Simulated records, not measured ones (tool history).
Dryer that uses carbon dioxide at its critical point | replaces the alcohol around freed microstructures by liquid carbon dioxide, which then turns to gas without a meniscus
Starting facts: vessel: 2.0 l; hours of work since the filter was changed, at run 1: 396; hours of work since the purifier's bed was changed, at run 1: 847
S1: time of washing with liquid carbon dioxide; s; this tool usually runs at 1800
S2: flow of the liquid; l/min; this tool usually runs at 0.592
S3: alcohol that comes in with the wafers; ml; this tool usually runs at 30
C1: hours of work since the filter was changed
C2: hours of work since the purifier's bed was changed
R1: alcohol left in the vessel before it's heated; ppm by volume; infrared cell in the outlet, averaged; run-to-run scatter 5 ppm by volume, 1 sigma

| run | hour | S1 | S2 | S3 | C1 | C2 | R1 |
|---|---|---|---|---|---|---|---|
| 1 | 0.0 | 1800 | 0.592 | 30 | 396 | 847 | 159 |
| 2 | 43.4 | 1800 | 0.592 | 26 | 423 | 873 | 150 |
| 3 | 89.5 | 1800 | 0.592 | 26 | 451 | 901 | 160 |
| 4 | 130.9 | 1800 | 0.440 | 30 | 476 | 927 | 398 |
| 5 | 171.3 | 1800 | 0.440 | 30 | 501 | 951 | 405 |
| 6 | 215.4 | 1800 | 0.440 | 30 | 528 | 978 | 418 |
| 7 | 237.9 | 2280 | 0.592 | 30 | 541 | 992 | 138 |
|  | 251.8 | inlet filter changed |
| 8 | 273.8 | 1800 | 0.786 | 30 | 13 | 1013 | 125 |
| 9 | 303.4 | 1440 | 0.592 | 30 | 31 | 1031 | 211 |
| 10 | 341.8 | 1260 | 0.592 | 30 | 55 | 1055 | 313 |
| 11 | 372.7 | 1800 | 0.397 | 30 | 74 | 1074 | 367 |
| 12 | 417.7 | 1800 | 0.397 | 30 | 101 | 1101 | 391 |
| 13 | 452.4 | 2220 | 0.619 | 54 | 122 | 1122 | 138 |
| 14 | 485.8 | 2160 | 0.592 | 24 | 143 | 1143 | 142 |
| 15 | 534.7 | 2580 | 0.366 | 22 | 173 | 1172 | 198 |
| 16 | 559.5 | 1800 | 0.567 | 22 | 188 | 1188 | 165 |
| 17 | 608.9 | 1800 | 0.564 | 22 | 218 | 1218 | 178 |
|  | 635.7 | purifier's bed changed |
| 18 | 641.4 | 1800 | 0.564 | 22 | 236 | 3 | 51 |
| 19 | 687.1 | 1800 | 0.564 | 22 | 264 | 31 | 56 |

What differs in the tool's unlogged condition from the final listed run ahead of each entry between runs to the first listed run following it?
From run 7 to run 8: inlet filter changed (hour 251.8)
  flow that reaches the vessel past the clogged filter, %: 83.2 -> 99.1; alcohol in the recycled carbon dioxide, ppm: 116.5 -> 118.9
  measured result minus the result with no hidden state, R1: +128 -> +111 ppm by volume
From run 17 to run 18: purifier's bed changed (hour 635.7)
  flow that reaches the vessel past the clogged filter, %: 93.2 -> 92.7; alcohol in the recycled carbon dioxide, ppm: 140.8 -> 6.2
  measured result minus the result with no hidden state, R1: +150 -> +16 ppm by volume
